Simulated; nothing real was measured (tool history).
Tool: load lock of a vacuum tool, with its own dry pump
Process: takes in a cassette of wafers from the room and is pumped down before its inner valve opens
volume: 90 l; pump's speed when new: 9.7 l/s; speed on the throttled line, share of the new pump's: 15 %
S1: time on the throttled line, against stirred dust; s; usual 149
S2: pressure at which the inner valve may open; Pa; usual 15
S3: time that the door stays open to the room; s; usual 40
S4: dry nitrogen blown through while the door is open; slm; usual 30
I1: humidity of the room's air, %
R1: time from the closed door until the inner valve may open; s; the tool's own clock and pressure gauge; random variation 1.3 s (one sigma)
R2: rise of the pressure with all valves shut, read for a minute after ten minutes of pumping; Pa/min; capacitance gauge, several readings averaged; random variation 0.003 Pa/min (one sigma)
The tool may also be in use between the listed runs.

{"run": 1, "hour": 0.0, "S1": 149, "S2": 15, "S3": 40, "S4": 30, "I1": 47.3, "R1": 212.1, "R2": 0.291}
{"run": 2, "hour": 373.2, "S1": 149, "S2": 15, "S3": 40, "S4": 30, "I1": 44.6, "R1": 213.3, "R2": 0.31}
{"run": 3, "hour": 905.7, "S1": 149, "S2": 15, "S3": 40, "S4": 30, "I1": 43.4, "R1": 214.3, "R2": 0.328}
{"run": 4, "hour": 1295.1, "S1": 149, "S2": 15, "S3": 40, "S4": 30, "I1": 45.2, "R1": 214.1, "R2": 0.35}
{"run": 5, "hour": 1596.4, "S1": 149, "S2": 15, "S3": 40, "S4": 30, "I1": 41.9, "R1": 213.0, "R2": 0.356}
{"run": 6, "hour": 1965.2, "S1": 149, "S2": 12, "S3": 40, "S4": 30, "I1": 42.0, "R1": 217.6, "R2": 0.375}
{"run": 7, "hour": 2238.3, "S1": 149, "S2": 12, "S3": 40, "S4": 30, "I1": 43.4, "R1": 218.0, "R2": 0.389}
{"run": 8, "hour": 2758.0, "S1": 149, "S2": 12, "S3": 40, "S4": 30, "I1": 44.0, "R1": 219.8, "R2": 0.41}
{"run": 9, "hour": 3195.6, "S1": 149, "S2": 12, "S3": 40, "S4": 30, "I1": 47.0, "R1": 221.4, "R2": 0.434}
{"run": 10, "hour": 3480.7, "S1": 149, "S2": 15, "S3": 139, "S4": 30, "I1": 46.9, "R1": 217.1, "R2": 0.471}
{"hour": 3695.8, "done": "door's seal changed, seat wiped"}
{"run": 11, "hour": 3858.2, "S1": 149, "S2": 15, "S3": 26, "S4": 30, "I1": 44.6, "R1": 220.3, "R2": 0.009}
{"run": 12, "hour": 4108.3, "S1": 149, "S2": 28, "S3": 40, "S4": 30, "I1": 42.9, "R1": 212.6, "R2": 0.02}
{"run": 13, "hour": 4392.6, "S1": 149, "S2": 28, "S3": 40, "S4": 30, "I1": 47.4, "R1": 212.8, "R2": 0.021}
{"run": 14, "hour": 4696.4, "S1": 149, "S2": 28, "S3": 40, "S4": 30, "I1": 47.8, "R1": 214.6, "R2": 0.027}
{"run": 15, "hour": 5034.2, "S1": 149, "S2": 15, "S3": 38, "S4": 30, "I1": 45.7, "R1": 223.3, "R2": 0.03}
{"run": 16, "hour": 5554.9, "S1": 149, "S2": 15, "S3": 40, "S4": 30, "I1": 48.2, "R1": 221.7, "R2": 0.041}
{"run": 17, "hour": 6015.7, "S1": 149, "S2": 15, "S3": 40, "S4": 30, "I1": 43.8, "R1": 225.1, "R2": 0.042}

The next listed run, before its measurement:
{"run": 18, "hour": 6609.6, "S1": 149, "S2": 15, "S3": 40, "S4": 30, "I1": 44.0, "R1": "?", "R2": "?"}

Run 18 gave R1 226.9 s, R2 0.055 Pa/min.
Without the tool's hidden state the same run would have given R1 209.5 s, R2 0.011 Pa/min.
